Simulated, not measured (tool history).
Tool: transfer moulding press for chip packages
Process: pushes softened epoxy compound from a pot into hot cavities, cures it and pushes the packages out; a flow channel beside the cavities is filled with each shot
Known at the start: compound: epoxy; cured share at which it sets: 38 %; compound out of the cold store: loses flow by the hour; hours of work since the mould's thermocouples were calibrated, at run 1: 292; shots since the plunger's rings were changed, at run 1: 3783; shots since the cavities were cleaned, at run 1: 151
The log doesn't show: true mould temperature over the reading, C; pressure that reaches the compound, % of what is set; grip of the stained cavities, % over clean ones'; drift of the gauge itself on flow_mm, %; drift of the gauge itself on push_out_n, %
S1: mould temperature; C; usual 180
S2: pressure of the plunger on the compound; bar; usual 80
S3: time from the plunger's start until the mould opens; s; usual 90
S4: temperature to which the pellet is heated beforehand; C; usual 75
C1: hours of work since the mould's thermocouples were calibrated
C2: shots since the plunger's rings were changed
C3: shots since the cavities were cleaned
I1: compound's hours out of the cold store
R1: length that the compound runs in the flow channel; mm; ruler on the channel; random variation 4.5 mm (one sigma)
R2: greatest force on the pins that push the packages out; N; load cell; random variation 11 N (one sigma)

run,hour,S1,S2,S3,S4,C1,C2,C3,I1,R1,R2
1,0,180,80,90,75,292,3783,151,29.1,786,508
2,16,180,80,90,75,302,4004,372,34.8,780,512
# hour 31.1: cavities cleaned with cleaning compound and waxed
3,50,180,80,90,75,324,4455,263,17.2,812,519
# hour 69.9: plunger's sealing rings changed
# hour 77.5: cavities cleaned with cleaning compound and waxed
4,89.4,180,80,90,75,347,250,166,41.4,768,517
5,110.8,179,80,90,75,361,546,462,23.8,798,532
# hour 121: cavities cleaned with cleaning compound and waxed
6,145.3,179,80,90,75,383,1003,337,11,834,575
# hour 163.5: cavities cleaned with cleaning compound and waxed
7,163.8,180,89.3,90,75,394,1239,5,20.2,866,525
8,192.3,174,80,90,75,413,1632,398,24.7,832,705
# hour 205.4: cavities cleaned with cleaning compound and waxed
9,230.4,180,80,90,75,437,2140,347,21.6,813,530
# hour 247.7: cavities cleaned with cleaning compound and waxed
10,247.7,180,80,90,75,447,2358,0,39.2,773,514
11,285.7,180,80,90,75,472,2885,527,35.4,778,503
# hour 291.3: cavities cleaned with cleaning compound and waxed
12,312.8,180,80,90,75,489,3238,297,16.3,821,504
# hour 333.5: cavities cleaned with cleaning compound and waxed
13,344.7,180,80,90,75,509,3659,154,21.5,809,511
14,366.2,180,80,94,75,523,3958,453,40.2,771,500
# hour 377.2: cavities cleaned with cleaning compound and waxed
15,403,180,82.7,86,75,546,4447,358,22.1,824,545
# hour 420.1: cavities cleaned with cleaning compound and waxed
# hour 425.4: plunger's sealing rings changed
16,440,187,65.9,83,77,568,203,242,47,671,456
17,461.3,187,65.9,83,77,582,497,536,10.6,744,484
# hour 465.6: cavities cleaned with cleaning compound and waxed
18,487.3,187,65.9,83,77,598,836,301,43.8,668,468
19,504.2,187,65.9,83,77,609,1070,535,12.5,732,458
# hour 508.9: cavities cleaned with cleaning compound and waxed
# hour 516.1: mould's thermocouples calibrated
20,535.7,182,82,74,75,13,1458,343,15.4,826,638
# hour 553.1: cavities cleaned with cleaning compound and waxed
21,554.8,182,82,74,75,24,1702,24,17.5,823,656
22,581,180,73.9,90,75,42,2064,386,22.7,771,519
# hour 597.9: cavities cleaned with cleaning compound and waxed
23,616.2,178,80,90,75,64,2531,253,18.9,823,577
# hour 641.6: cavities cleaned with cleaning compound and waxed
24,648,180,66.8,90,81,84,2951,89,34,707,515
25,676,173,69,90,78,102,3339,477,45.2,727,712
# hour 686.3: cavities cleaned with cleaning compound and waxed
26,715.4,176,85.6,76,83,127,3863,404,20.7,846,897
# hour 729: cavities cleaned with cleaning compound and waxed
27,741,187,79.9,87,69,143,4196,165,8.4,810,445

3 ways to go on from here, each from the tool as it stands after run 27. What would each give?
A,763.9,187,79.9,87,73,158,4514,483,10.3,?,?
B,763.9,186,79.9,113,66,158,4514,483,43.4,?,?
C,763.9,177,79.9,83,78,158,4514,483,9.3,?,?

run,R1,R2
A,805,482
B,748,452
C,840,699
Without the tool's hidden state the same runs would have given:
run,R1,R2
A,806,476
B,749,446
C,842,689
